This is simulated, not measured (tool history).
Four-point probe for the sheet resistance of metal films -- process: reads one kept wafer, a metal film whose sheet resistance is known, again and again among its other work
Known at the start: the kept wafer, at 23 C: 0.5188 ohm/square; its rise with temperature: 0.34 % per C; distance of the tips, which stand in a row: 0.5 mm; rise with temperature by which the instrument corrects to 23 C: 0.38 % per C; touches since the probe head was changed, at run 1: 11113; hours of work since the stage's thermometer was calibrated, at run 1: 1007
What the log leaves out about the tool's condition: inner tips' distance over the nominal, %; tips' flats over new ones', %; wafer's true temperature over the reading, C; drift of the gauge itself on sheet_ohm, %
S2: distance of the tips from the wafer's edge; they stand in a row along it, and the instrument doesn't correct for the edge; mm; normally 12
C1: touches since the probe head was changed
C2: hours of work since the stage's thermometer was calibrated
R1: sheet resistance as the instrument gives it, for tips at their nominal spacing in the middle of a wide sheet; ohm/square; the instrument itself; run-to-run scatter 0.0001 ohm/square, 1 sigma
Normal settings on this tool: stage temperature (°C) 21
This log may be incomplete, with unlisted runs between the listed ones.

Run 1, hour 0: usual settings; C1 11113; C2 1007. Result: R1 0.519708 ohm/square.
Run 2, hour 29.4: usual settings; C1 12500; C2 1025. Result: R1 0.519601 ohm/square.
Run 3, hour 51.9: usual settings; C1 13556; C2 1039. Result: R1 0.519589 ohm/square.
Run 4, hour 84.4: usual settings; C1 15087; C2 1059. Result: R1 0.51979 ohm/square.
Run 5, hour 112.6: usual settings; C1 16414; C2 1077. Result: R1 0.519659 ohm/square.
Run 6, hour 149.6: usual settings; C1 18159; C2 1100. Result: R1 0.519533 ohm/square.
Run 7, hour 179.3: usual settings but stage temperature (°C) 24; C1 19557; C2 1119. Result: R1 0.519021 ohm/square.
Run 8, hour 206.7: usual settings; C1 20847; C2 1136. Result: R1 0.519514 ohm/square.
Run 9, hour 246.3: usual settings; C1 22714; C2 1161. Result: R1 0.519454 ohm/square.
Run 10, hour 285.8: usual settings; C1 24574; C2 1185. Result: R1 0.519382 ohm/square.
Run 11, hour 305.7: usual settings; C1 25510; C2 1198. Result: R1 0.519169 ohm/square.
Run 12, hour 348.2: usual settings; C1 27513; C2 1225. Result: R1 0.519233 ohm/square.
Run 13, hour 379.1: usual settings; C1 28964; C2 1244. Result: R1 0.519336 ohm/square.
Run 14, hour 411.2: usual settings; C1 30479; C2 1264. Result: R1 0.519305 ohm/square.
Run 15, hour 437.5: usual settings but stage temperature (°C) 27; C1 31714; C2 1280. Result: R1 0.517968 ohm/square.
Run 16, hour 458.4: usual settings but stage temperature (°C) 33; C1 32700; C2 1293. Result: R1 0.516874 ohm/square.
Run 17, hour 477.3: usual settings but stage temperature (°C) 33; C1 33590; C2 1305. Result: R1 0.516743 ohm/square.

What does the tool deliver on the next run?
Run 18, hour 508: usual settings but stage temperature (°C) 33; C1 35036; C2 1325. Result: R1 ?.

Run 18 came out at R1 0.516843 ohm/square.
With no hidden state in the tool, this same run would have given R1 0.517384 ohm/square.
